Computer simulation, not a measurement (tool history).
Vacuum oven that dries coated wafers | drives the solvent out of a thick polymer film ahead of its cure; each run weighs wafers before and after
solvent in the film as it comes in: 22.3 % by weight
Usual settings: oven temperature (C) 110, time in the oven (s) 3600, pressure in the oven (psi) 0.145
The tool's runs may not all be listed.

{"run": 1, "day": 0.0, "oven temperature (C)": 110, "time in the oven (s)": 3600, "pressure in the oven (psi)": 0.145, "solvent left in the film (%)": 2.286}
{"run": 2, "day": 0.454, "oven temperature (C)": 110, "time in the oven (s)": 3600, "pressure in the oven (psi)": 0.145, "solvent left in the film (%)": 2.288}
{"run": 3, "day": 1.221, "oven temperature (C)": 110, "time in the oven (s)": 3600, "pressure in the oven (psi)": 0.145, "solvent left in the film (%)": 2.281}
{"run": 4, "day": 1.567, "oven temperature (C)": 110, "time in the oven (s)": 3600, "pressure in the oven (psi)": 0.145, "solvent left in the film (%)": 2.291}
{"run": 5, "day": 2.05, "oven temperature (C)": 110, "time in the oven (s)": 3600, "pressure in the oven (psi)": 0.077, "solvent left in the film (%)": 2.117}
{"run": 6, "day": 2.683, "oven temperature (C)": 110, "time in the oven (s)": 3600, "pressure in the oven (psi)": 0.077, "solvent left in the film (%)": 2.119}
{"run": 7, "day": 3.4, "oven temperature (C)": 110, "time in the oven (s)": 3600, "pressure in the oven (psi)": 0.077, "solvent left in the film (%)": 2.132}
{"run": 8, "day": 3.738, "oven temperature (C)": 110, "time in the oven (s)": 3600, "pressure in the oven (psi)": 0.077, "solvent left in the film (%)": 2.122}
{"run": 9, "day": 4.408, "oven temperature (C)": 110, "time in the oven (s)": 3600, "pressure in the oven (psi)": 0.077, "solvent left in the film (%)": 2.129}
{"run": 10, "day": 4.771, "oven temperature (C)": 110, "time in the oven (s)": 3600, "pressure in the oven (psi)": 0.077, "solvent left in the film (%)": 2.128}
{"run": 11, "day": 5.512, "oven temperature (C)": 110, "time in the oven (s)": 3600, "pressure in the oven (psi)": 0.245, "solvent left in the film (%)": 2.53}
{"run": 12, "day": 6.017, "oven temperature (C)": 110, "time in the oven (s)": 3600, "pressure in the oven (psi)": 0.245, "solvent left in the film (%)": 2.509}
{"run": 13, "day": 6.375, "oven temperature (C)": 110, "time in the oven (s)": 4440, "pressure in the oven (psi)": 0.145, "solvent left in the film (%)": 1.508}
{"run": 14, "day": 6.967, "oven temperature (C)": 122, "time in the oven (s)": 3600, "pressure in the oven (psi)": 0.145, "solvent left in the film (%)": 0.541}
{"run": 15, "day": 7.517, "oven temperature (C)": 110, "time in the oven (s)": 3600, "pressure in the oven (psi)": 0.145, "solvent left in the film (%)": 2.268}
{"run": 16, "day": 8.042, "oven temperature (C)": 110, "time in the oven (s)": 3600, "pressure in the oven (psi)": 0.145, "solvent left in the film (%)": 2.265}
{"run": 17, "day": 8.638, "oven temperature (C)": 110, "time in the oven (s)": 3600, "pressure in the oven (psi)": 0.145, "solvent left in the film (%)": 2.29}
{"run": 18, "day": 9.438, "oven temperature (C)": 110, "time in the oven (s)": 3600, "pressure in the oven (psi)": 0.145, "solvent left in the film (%)": 2.306}
{"run": 19, "day": 9.821, "oven temperature (C)": 110, "time in the oven (s)": 3000, "pressure in the oven (psi)": 0.145, "solvent left in the film (%)": 3.145}
{"run": 20, "day": 10.3, "oven temperature (C)": 116, "time in the oven (s)": 3780, "pressure in the oven (psi)": 0.406, "solvent left in the film (%)": 1.576}
{"run": 21, "day": 10.662, "oven temperature (C)": 116, "time in the oven (s)": 3780, "pressure in the oven (psi)": 0.406, "solvent left in the film (%)": 1.57}
{"run": 22, "day": 11.392, "oven temperature (C)": 110, "time in the oven (s)": 3660, "pressure in the oven (psi)": 0.16, "solvent left in the film (%)": 2.246}
{"run": 23, "day": 12.012, "oven temperature (C)": 99, "time in the oven (s)": 3600, "pressure in the oven (psi)": 0.126, "solvent left in the film (%)": 5.622}
{"run": 24, "day": 12.783, "oven temperature (C)": 102, "time in the oven (s)": 3300, "pressure in the oven (psi)": 0.141, "solvent left in the film (%)": 5.153}
{"run": 25, "day": 13.5, "oven temperature (C)": 102, "time in the oven (s)": 3300, "pressure in the oven (psi)": 0.094, "solvent left in the film (%)": 5.023}
{"run": 26, "day": 13.95, "oven temperature (C)": 102, "time in the oven (s)": 3300, "pressure in the oven (psi)": 0.094, "solvent left in the film (%)": 5.011}
{"run": 27, "day": 14.538, "oven temperature (C)": 102, "time in the oven (s)": 3300, "pressure in the oven (psi)": 0.094, "solvent left in the film (%)": 4.997}
{"run": 28, "day": 14.942, "oven temperature (C)": 109, "time in the oven (s)": 1860, "pressure in the oven (psi)": 0.107, "solvent left in the film (%)": 6.256}
{"run": 29, "day": 15.529, "oven temperature (C)": 106, "time in the oven (s)": 5460, "pressure in the oven (psi)": 0.107, "solvent left in the film (%)": 1.46}
{"run": 30, "day": 15.967, "oven temperature (C)": 106, "time in the oven (s)": 5460, "pressure in the oven (psi)": 0.107, "solvent left in the film (%)": 1.48}
{"run": 31, "day": 16.75, "oven temperature (C)": 101, "time in the oven (s)": 3600, "pressure in the oven (psi)": 0.3, "solvent left in the film (%)": 5.378}
{"run": 32, "day": 17.158, "oven temperature (C)": 97, "time in the oven (s)": 3600, "pressure in the oven (psi)": 0.131, "solvent left in the film (%)": 6.389}
{"run": 33, "day": 17.833, "oven temperature (C)": 117, "time in the oven (s)": 3600, "pressure in the oven (psi)": 0.186, "solvent left in the film (%)": 1.113}
{"run": 34, "day": 18.629, "oven temperature (C)": 96, "time in the oven (s)": 3240, "pressure in the oven (psi)": 0.263, "solvent left in the film (%)": 7.835}
{"run": 35, "day": 19.171, "oven temperature (C)": 100, "time in the oven (s)": 2940, "pressure in the oven (psi)": 0.273, "solvent left in the film (%)": 6.957}
{"run": 36, "day": 19.838, "oven temperature (C)": 100, "time in the oven (s)": 2940, "pressure in the oven (psi)": 0.273, "solvent left in the film (%)": 6.936}
{"run": 37, "day": 20.442, "oven temperature (C)": 100, "time in the oven (s)": 2940, "pressure in the oven (psi)": 0.273, "solvent left in the film (%)": 6.946}
{"run": 38, "day": 21.142, "oven temperature (C)": 100, "time in the oven (s)": 2940, "pressure in the oven (psi)": 0.273, "solvent left in the film (%)": 6.964}

3 ways to go on from here, each from the tool as it stands after run 38. What would each give?
{"run": "A", "day": 21.608, "oven temperature (C)": 122, "time in the oven (s)": 3600, "pressure in the oven (psi)": 0.145, "solvent left in the film (%)": "?"}
{"run": "B", "day": 21.608, "oven temperature (C)": 106, "time in the oven (s)": 2700, "pressure in the oven (psi)": 0.273, "solvent left in the film (%)": "?"}
{"run": "C", "day": 21.608, "oven temperature (C)": 121, "time in the oven (s)": 4200, "pressure in the oven (psi)": 0.155, "solvent left in the film (%)": "?"}

run=A solvent_left_in_the_film_(%)=0.536
run=B solvent_left_in_the_film_(%)=5.302
run=C solvent_left_in_the_film_(%)=0.474
Without the tool's hidden state the same runs would have given:
run=A solvent_left_in_the_film_(%)=0.537
run=B solvent_left_in_the_film_(%)=5.314
run=C solvent_left_in_the_film_(%)=0.474
